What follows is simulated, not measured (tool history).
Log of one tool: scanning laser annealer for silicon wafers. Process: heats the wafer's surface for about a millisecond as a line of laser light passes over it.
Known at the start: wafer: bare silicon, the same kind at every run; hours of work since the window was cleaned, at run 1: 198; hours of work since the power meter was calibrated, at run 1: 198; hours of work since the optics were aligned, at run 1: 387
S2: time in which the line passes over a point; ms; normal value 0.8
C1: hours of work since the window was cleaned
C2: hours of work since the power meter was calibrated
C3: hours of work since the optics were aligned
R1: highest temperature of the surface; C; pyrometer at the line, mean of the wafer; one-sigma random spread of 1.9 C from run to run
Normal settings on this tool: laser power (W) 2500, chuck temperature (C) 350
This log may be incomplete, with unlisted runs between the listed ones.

Run 1, hour 0: usual settings; C1 198; C2 198; C3 387. Result: R1 1117 C.
Run 2, hour 79.9: usual settings; C1 232; C2 232; C3 421. Result: R1 1120 C.
Run 3, hour 163.6: usual settings but S2 0.661 ms; C1 268; C2 268; C3 456. Result: R1 1052 C.
Run 4, hour 257.5: usual settings but S2 0.661 ms, chuck temperature (C) 372; C1 308; C2 308; C3 496. Result: R1 1071 C.
Run 5, hour 309.4: usual settings but S2 0.661 ms, chuck temperature (C) 372; C1 330; C2 330; C3 519. Result: R1 1071 C.
Run 6, hour 371: usual settings but S2 0.661 ms, chuck temperature (C) 372; C1 356; C2 356; C3 545. Result: R1 1071 C.
Run 7, hour 458.6: usual settings but S2 0.661 ms, chuck temperature (C) 372; C1 394; C2 394; C3 582. Result: R1 1071 C.
Run 8, hour 557.8: usual settings but S2 0.661 ms, chuck temperature (C) 372; C1 436; C2 436; C3 624. Result: R1 1071 C.
Run 9, hour 646.9: usual settings; C1 474; C2 474; C3 662. Result: R1 1117 C.
Run 10, hour 706: usual settings; C1 499; C2 499; C3 687. Result: R1 1116 C.
Run 11, hour 791: usual settings but S2 0.852 ms; C1 535; C2 535; C3 724. Result: R1 1142 C.
Run 12, hour 886.6: usual settings but S2 0.852 ms, chuck temperature (C) 312; C1 576; C2 576; C3 764. Result: R1 1103 C.
Run 13, hour 936.3: usual settings; C1 597; C2 597; C3 785. Result: R1 1120 C.
Run 14, hour 981: usual settings; C1 616; C2 616; C3 804. Result: R1 1119 C.
Run 15, hour 1065.3: usual settings; C1 652; C2 652; C3 840. Result: R1 1119 C.
Run 16, hour 1120.1: usual settings; C1 675; C2 675; C3 864. Result: R1 1114 C.
Run 17, hour 1184: usual settings but chuck temperature (C) 310; C1 702; C2 702; C3 891. Result: R1 1080 C.
Run 18, hour 1253.8: usual settings but chuck temperature (C) 353; C1 732; C2 732; C3 921. Result: R1 1123 C.
At hour 1295.6: window over the wafer cleaned.
Run 19, hour 1350.1: usual settings; C1 23; C2 772; C3 961. Result: R1 1119 C.
Run 20, hour 1447.1: usual settings; C1 64; C2 813; C3 1002. Result: R1 1116 C.
Run 21, hour 1544.8: usual settings but S2 0.869 ms, chuck temperature (C) 369; C1 106; C2 855; C3 1044. Result: R1 1168 C.
Run 22, hour 1642.8: usual settings but S2 0.869 ms, chuck temperature (C) 369; C1 148; C2 897; C3 1085. Result: R1 1168 C.
Run 23, hour 1738.9: usual settings but chuck temperature (C) 338; C1 189; C2 938; C3 1126. Result: R1 1110 C.
Run 24, hour 1791.2: usual settings but chuck temperature (C) 338; C1 211; C2 960; C3 1148. Result: R1 1108 C.
Run 25, hour 1867.4: usual settings but laser power (W) 2406; C1 243; C2 992; C3 1181. Result: R1 1085 C.
Run 26, hour 1948.4: usual settings but laser power (W) 2406; C1 278; C2 1027; C3 1215. Result: R1 1089 C.
Run 27, hour 2044.1: usual settings but laser power (W) 2390, S2 0.586 ms, chuck temperature (C) 313; C1 319; C2 1068; C3 1256. Result: R1 941 C.
Run 28, hour 2101.7: usual settings but laser power (W) 2564, S2 0.638 ms, chuck temperature (C) 346; C1 343; C2 1092; C3 1281. Result: R1 1050 C.
Run 29, hour 2152.5: usual settings but laser power (W) 2564, S2 0.638 ms, chuck temperature (C) 346; C1 365; C2 1114; C3 1302. Result: R1 1053 C.
Run 30, hour 2248.9: usual settings but laser power (W) 2671, S2 0.638 ms, chuck temperature (C) 346; C1 406; C2 1155; C3 1343. Result: R1 1087 C.
Run 31, hour 2314.2: usual settings but laser power (W) 2671, S2 0.638 ms, chuck temperature (C) 346; C1 434; C2 1183; C3 1371. Result: R1 1087 C.
Run 32, hour 2381.8: usual settings but laser power (W) 2424, S2 0.591 ms, chuck temperature (C) 318; C1 462; C2 1211; C3 1400. Result: R1 952 C.
Run 33, hour 2473.2: usual settings but laser power (W) 2294; C1 501; C2 1250; C3 1439. Result: R1 1043 C.
Run 34, hour 2560.8: usual settings but laser power (W) 2294; C1 539; C2 1288; C3 1476. Result: R1 1047 C.
Run 35, hour 2637.1: usual settings but laser power (W) 2282, S2 0.961 ms; C1 571; C2 1320; C3 1509. Result: R1 1108 C.
Run 36, hour 2685.8: usual settings but laser power (W) 2485, S2 0.928 ms, chuck temperature (C) 352; C1 592; C2 1341; C3 1529. Result: R1 1172 C.
Run 37, hour 2732.6: usual settings but laser power (W) 2340; C1 612; C2 1361; C3 1549. Result: R1 1061 C.
Run 38, hour 2797.7: usual settings but laser power (W) 2451, S2 0.743 ms, chuck temperature (C) 366; C1 639; C2 1388; C3 1577. Result: R1 1093 C.

5 ways to go on from here, each from the tool as it stands after run 38. What would each give?
Run A, hour 2843.1: usual settings but laser power (W) 2398, S2 0.743 ms, chuck temperature (C) 366; C1 659; C2 1408; C3 1596. Result: R1 ?.
Run B, hour 2843.1: usual settings but laser power (W) 2211, S2 0.833 ms, chuck temperature (C) 320; C1 659; C2 1408; C3 1596. Result: R1 ?.
Run C, hour 2843.1: usual settings but laser power (W) 2443, S2 0.702 ms, chuck temperature (C) 311; C1 659; C2 1408; C3 1596. Result: R1 ?.
Run D, hour 2843.1: usual settings but laser power (W) 2451, S2 0.653 ms, chuck temperature (C) 355; C1 659; C2 1408; C3 1596. Result: R1 ?.
Run E, hour 2843.1: usual settings but laser power (W) 2206, S2 0.917 ms, chuck temperature (C) 368; C1 659; C2 1408; C3 1596. Result: R1 ?.

run    R1
  A  1070
  B   999
  C  1013
  D  1031
  E  1079
With no hidden state in the tool, these same runs would have given:
run    R1
  A  1072
  B  1001
  C  1015
  D  1033
  E  1081

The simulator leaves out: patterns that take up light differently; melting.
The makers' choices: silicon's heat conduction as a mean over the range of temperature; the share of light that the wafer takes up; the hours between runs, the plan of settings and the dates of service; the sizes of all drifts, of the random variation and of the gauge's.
